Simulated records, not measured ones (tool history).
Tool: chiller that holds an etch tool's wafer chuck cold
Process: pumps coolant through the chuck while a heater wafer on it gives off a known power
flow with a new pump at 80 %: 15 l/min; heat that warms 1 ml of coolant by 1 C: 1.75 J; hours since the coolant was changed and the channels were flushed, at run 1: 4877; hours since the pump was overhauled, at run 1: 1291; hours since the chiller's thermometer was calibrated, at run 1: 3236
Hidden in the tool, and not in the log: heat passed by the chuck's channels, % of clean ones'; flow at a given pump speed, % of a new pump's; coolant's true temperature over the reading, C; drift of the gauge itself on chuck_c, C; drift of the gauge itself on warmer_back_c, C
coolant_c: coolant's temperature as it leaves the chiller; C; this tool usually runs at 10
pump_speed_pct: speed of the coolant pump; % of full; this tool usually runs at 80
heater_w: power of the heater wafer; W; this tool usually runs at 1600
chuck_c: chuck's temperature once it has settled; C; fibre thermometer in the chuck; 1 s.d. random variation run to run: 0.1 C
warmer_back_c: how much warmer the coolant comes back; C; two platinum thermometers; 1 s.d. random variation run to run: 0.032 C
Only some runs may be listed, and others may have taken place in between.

run,day,coolant_c,pump_speed_pct,heater_w,hours since the coolant was changed and the channels were flushed,hours since the pump was overhauled,hours since the chiller's thermometer was calibrated,chuck_c,warmer_back_c
1,0.000,10,80,1600,4877,1291,3236,29.6,3.78
2,1.079,10,80,1600,4903,1317,3262,29.9,3.74
3,2.042,10,88,1600,4926,1340,3285,28.4,3.37
4,3.350,10,77,1600,4958,1371,3316,30.4,3.91
5,4.558,10,80,1649,4987,1400,3345,30.2,3.84
6,5.529,10,80,1649,5010,1424,3369,30.4,3.91
7,6.388,10,80,1649,5030,1444,3389,30.5,3.87
8,7.917,2,80,1649,5067,1481,3426,22.4,3.84
9,9.300,2,80,1649,5100,1514,3459,22.4,3.90
# day 9.442: chiller's thermometer calibrated
10,10.246,18,80,1649,5122,1536,19,38.6,3.94
11,11.475,18,80,1649,5152,1565,49,38.8,3.87
12,12.554,18,80,1649,5178,1591,75,39.0,3.88
# day 12.825: chiller's thermometer calibrated, once more
13,14.421,18,80,1649,5221,1635,38,38.0,3.91
14,15.754,18,80,1649,5253,1667,70,38.1,3.93
15,17.446,10,80,1600,5294,1708,111,29.4,3.77
16,19.238,10,80,1600,5337,1750,154,29.4,3.78
17,20.825,19,80,849,5375,1789,192,29.2,2.01
18,22.062,19,80,849,5405,1818,222,29.4,2.02
19,23.812,10,87,1830,5447,1860,264,30.9,3.96
20,24.617,10,87,2151,5466,1880,283,34.5,4.64
21,25.679,10,80,818,5492,1905,308,20.2,1.99
22,26.833,10,66,2011,5519,1933,336,38.9,5.91
23,28.329,10,66,2011,5555,1969,372,39.0,5.93
24,29.208,16,80,1859,5576,1990,393,38.9,4.42
25,30.604,7,63,829,5610,2023,427,19.3,2.61
26,32.021,19,73,1498,5644,2057,461,38.8,3.95
27,33.762,11,67,1389,5685,2099,502,30.9,3.96
28,34.675,20,65,1088,5707,2121,524,36.1,3.28
29,35.621,20,65,1088,5730,2144,547,36.2,3.20
30,36.483,20,65,1088,5751,2164,568,35.9,3.31
31,38.029,20,65,1088,5788,2202,605,36.0,3.20

Each row is a separate what-if for the run after 31, all from the same tool condition, not one after another. Results?
A,39.750,14,80,1364,5829,2243,646,?,?
B,39.750,14,94,1132,5829,2243,646,?,?
C,39.750,20,66,1831,5829,2243,646,?,?

run,chuck_c,warmer_back_c
A,31.1,3.31
B,26.4,2.29
C,46.5,5.42
Without the tool's hidden state the same runs would have given:
run,chuck_c,warmer_back_c
A,28.7,3.14
B,24.7,2.17
C,42.9,5.15
